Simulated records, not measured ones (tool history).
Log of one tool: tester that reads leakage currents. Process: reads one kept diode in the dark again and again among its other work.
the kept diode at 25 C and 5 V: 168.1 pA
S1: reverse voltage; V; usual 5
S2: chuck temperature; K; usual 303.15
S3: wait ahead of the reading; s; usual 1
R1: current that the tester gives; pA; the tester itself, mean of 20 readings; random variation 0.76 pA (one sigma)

run   hour    S1      S2    S3      R1
  1      0     5  303.15     1  253.09
  2   53.6     5  303.15     1  254.15
  3  130.6     5  303.15     1  254.68
  4  167.4     5  303.15     1  254.74
  5  225.8     5  303.15     1  253.58
  6  257.7     5  303.15     1  253.71
  7  313.6     5  303.15     1  254.02
  8  385.4     5  303.15     1  255.28
  9  439.1     5  303.15     1  254.63
 10  501.9  1.13  307.15  7.96  154.58
 11  558.1  1.13  307.15  7.96  153.75
 12  603.9  9.79  303.15  0.32  370.91

Forecast run 13:
 13  657.5  9.79  303.15  0.32   ?

Run 13 gave R1 371.05 pA.
Without the tool's hidden state the same run would have given R1 370.77 pA.
